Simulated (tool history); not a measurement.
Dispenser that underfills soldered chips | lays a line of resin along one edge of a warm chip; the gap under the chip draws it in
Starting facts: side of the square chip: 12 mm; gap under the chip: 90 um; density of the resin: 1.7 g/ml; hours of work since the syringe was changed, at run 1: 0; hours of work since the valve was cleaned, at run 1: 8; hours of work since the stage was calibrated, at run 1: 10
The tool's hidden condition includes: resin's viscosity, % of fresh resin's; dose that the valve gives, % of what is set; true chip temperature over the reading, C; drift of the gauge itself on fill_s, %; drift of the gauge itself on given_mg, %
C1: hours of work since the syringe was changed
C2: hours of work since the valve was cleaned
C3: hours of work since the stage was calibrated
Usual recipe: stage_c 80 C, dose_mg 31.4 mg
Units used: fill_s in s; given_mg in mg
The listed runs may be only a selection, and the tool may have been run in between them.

{"run": 1, "day": 0.0, "stage_c": 80, "dose_mg": 31.4, "C1": 0, "C2": 8, "C3": 10, "fill_s": 80.9, "given_mg": 31.1}
{"run": 2, "day": 0.292, "stage_c": 80, "dose_mg": 31.4, "C1": 4, "C2": 13, "C3": 14, "fill_s": 106.3, "given_mg": 31.08}
{"day": 0.392, "done": "new syringe of resin"}
{"day": 0.796, "done": "new syringe of resin"}
{"run": 3, "day": 0.796, "stage_c": 80, "dose_mg": 31.4, "C1": 0, "C2": 20, "C3": 21, "fill_s": 83.3, "given_mg": 31.15}
{"day": 1.204, "done": "new syringe of resin"}
{"run": 4, "day": 1.279, "stage_c": 80, "dose_mg": 31.4, "C1": 1, "C2": 27, "C3": 29, "fill_s": 91.3, "given_mg": 31.17}
{"day": 1.596, "done": "new syringe of resin"}
{"run": 5, "day": 1.788, "stage_c": 80, "dose_mg": 31.4, "C1": 3, "C2": 35, "C3": 36, "fill_s": 102.6, "given_mg": 30.67}
{"day": 1.992, "done": "new syringe of resin"}
{"run": 6, "day": 2.05, "stage_c": 80, "dose_mg": 31.4, "C1": 1, "C2": 39, "C3": 40, "fill_s": 89.0, "given_mg": 30.8}
{"day": 2.404, "done": "new syringe of resin"}
{"run": 7, "day": 2.596, "stage_c": 80, "dose_mg": 31.4, "C1": 3, "C2": 47, "C3": 48, "fill_s": 99.6, "given_mg": 30.46}
{"day": 2.821, "done": "new syringe of resin"}
{"run": 8, "day": 3.117, "stage_c": 80, "dose_mg": 31.4, "C1": 4, "C2": 54, "C3": 56, "fill_s": 114.5, "given_mg": 30.27}
{"day": 3.212, "done": "new syringe of resin"}
{"day": 3.629, "done": "new syringe of resin"}
{"run": 9, "day": 3.754, "stage_c": 80, "dose_mg": 31.4, "C1": 2, "C2": 64, "C3": 65, "fill_s": 95.9, "given_mg": 30.32}
{"day": 4.021, "done": "new syringe of resin"}
{"run": 10, "day": 4.038, "stage_c": 72, "dose_mg": 31.4, "C1": 0, "C2": 68, "C3": 69, "fill_s": 107.4, "given_mg": 29.99}
{"day": 4.417, "done": "new syringe of resin"}
{"run": 11, "day": 4.471, "stage_c": 80, "dose_mg": 31.4, "C1": 1, "C2": 74, "C3": 75, "fill_s": 91.4, "given_mg": 29.92}
{"day": 4.821, "done": "new syringe of resin"}
{"run": 12, "day": 5.004, "stage_c": 90, "dose_mg": 31.4, "C1": 3, "C2": 82, "C3": 83, "fill_s": 75.4, "given_mg": 29.84}
{"day": 5.2, "done": "new syringe of resin"}
{"run": 13, "day": 5.421, "stage_c": 90, "dose_mg": 31.4, "C1": 3, "C2": 88, "C3": 90, "fill_s": 77.8, "given_mg": 29.69}
{"day": 5.588, "done": "new syringe of resin"}
{"day": 5.967, "done": "new syringe of resin"}
{"run": 14, "day": 6.05, "stage_c": 90, "dose_mg": 27.3, "C1": 1, "C2": 97, "C3": 99, "fill_s": 74.7, "given_mg": 25.86}
{"day": 6.342, "done": "new syringe of resin"}
{"run": 15, "day": 6.629, "stage_c": 80, "dose_mg": 37.7, "C1": 4, "C2": 106, "C3": 107, "fill_s": 110.4, "given_mg": 35.21}
{"day": 6.746, "done": "new syringe of resin"}
{"run": 16, "day": 7.017, "stage_c": 85, "dose_mg": 39.9, "C1": 4, "C2": 112, "C3": 113, "fill_s": 92.8, "given_mg": 37.23}
{"day": 7.154, "done": "new syringe of resin"}
{"run": 17, "day": 7.467, "stage_c": 80, "dose_mg": 31.3, "C1": 5, "C2": 118, "C3": 120, "fill_s": 117.9, "given_mg": 28.99}
{"day": 7.55, "done": "new syringe of resin"}
{"day": 7.938, "done": "new syringe of resin"}
{"day": 8.033, "done": "dispensing valve cleaned and set on the balance"}
{"run": 18, "day": 8.104, "stage_c": 80, "dose_mg": 34.9, "C1": 2, "C2": 1, "C3": 128, "fill_s": 93.8, "given_mg": 35.05}
{"day": 8.354, "done": "new syringe of resin"}
{"run": 19, "day": 8.383, "stage_c": 80, "dose_mg": 34.9, "C1": 0, "C2": 5, "C3": 132, "fill_s": 84.8, "given_mg": 34.76}
{"day": 8.762, "done": "new syringe of resin"}
{"run": 20, "day": 8.767, "stage_c": 89, "dose_mg": 29.9, "C1": 0, "C2": 11, "C3": 138, "fill_s": 66.6, "given_mg": 29.66}
{"day": 9.175, "done": "new syringe of resin"}
{"run": 21, "day": 9.192, "stage_c": 89, "dose_mg": 28.9, "C1": 0, "C2": 17, "C3": 144, "fill_s": 68.3, "given_mg": 28.66}
{"day": 9.571, "done": "new syringe of resin"}
{"run": 22, "day": 9.708, "stage_c": 79, "dose_mg": 35.8, "C1": 2, "C2": 25, "C3": 152, "fill_s": 97.8, "given_mg": 35.36}
{"day": 9.983, "done": "new syringe of resin"}
{"run": 23, "day": 10.088, "stage_c": 67, "dose_mg": 27.6, "C1": 2, "C2": 30, "C3": 157, "fill_s": 139.3, "given_mg": 27.12}
{"day": 10.362, "done": "new syringe of resin"}
{"run": 24, "day": 10.542, "stage_c": 67, "dose_mg": 27.6, "C1": 3, "C2": 37, "C3": 164, "fill_s": 152.8, "given_mg": 27.07}
{"day": 10.792, "done": "new syringe of resin"}
{"run": 25, "day": 11.071, "stage_c": 67, "dose_mg": 27.6, "C1": 4, "C2": 45, "C3": 172, "fill_s": 173.0, "given_mg": 26.81}
{"day": 11.179, "done": "new syringe of resin"}
{"run": 26, "day": 11.425, "stage_c": 88, "dose_mg": 35.3, "C1": 4, "C2": 50, "C3": 177, "fill_s": 85.4, "given_mg": 34.33}
{"day": 11.558, "done": "new syringe of resin"}
{"day": 11.942, "done": "new syringe of resin"}
{"run": 27, "day": 11.954, "stage_c": 94, "dose_mg": 30.9, "C1": 0, "C2": 58, "C3": 185, "fill_s": 60.9, "given_mg": 29.77}

Consider 5 possible next runs. They are alternatives, not a sequence: every one starts from the tool as it was left by run 27. What does each give?
{"day": 12.317, "done": "new syringe of resin"}
{"run": "A", "day": 12.367, "stage_c": 72, "dose_mg": 32.9, "C1": 1, "C2": 64, "C3": 191, "fill_s": "?", "given_mg": "?"}
{"day": 12.317, "done": "new syringe of resin"}
{"run": "B", "day": 12.367, "stage_c": 75, "dose_mg": 34.9, "C1": 1, "C2": 64, "C3": 191, "fill_s": "?", "given_mg": "?"}
{"day": 12.317, "done": "new syringe of resin"}
{"run": "C", "day": 12.367, "stage_c": 73, "dose_mg": 38.3, "C1": 1, "C2": 64, "C3": 191, "fill_s": "?", "given_mg": "?"}
{"day": 12.317, "done": "new syringe of resin"}
{"run": "D", "day": 12.367, "stage_c": 75, "dose_mg": 31.4, "C1": 1, "C2": 64, "C3": 191, "fill_s": "?", "given_mg": "?"}
{"day": 12.317, "done": "new syringe of resin"}
{"run": "E", "day": 12.367, "stage_c": 93, "dose_mg": 26.9, "C1": 1, "C2": 64, "C3": 191, "fill_s": "?", "given_mg": "?"}

run=A fill_s=111.0 given_mg=31.60
run=B fill_s=102.3 given_mg=33.61
run=C fill_s=107.1 given_mg=36.94
run=D fill_s=105.6 given_mg=30.29
run=E fill_s=67.0 given_mg=26.02
Without the tool's unlogged condition, the same runs would have read:
run=A fill_s=101.3 given_mg=32.85
run=B fill_s=93.7 given_mg=34.94
run=C fill_s=98.2 given_mg=38.40
run=D fill_s=96.4 given_mg=31.49
run=E fill_s=61.0 given_mg=27.04
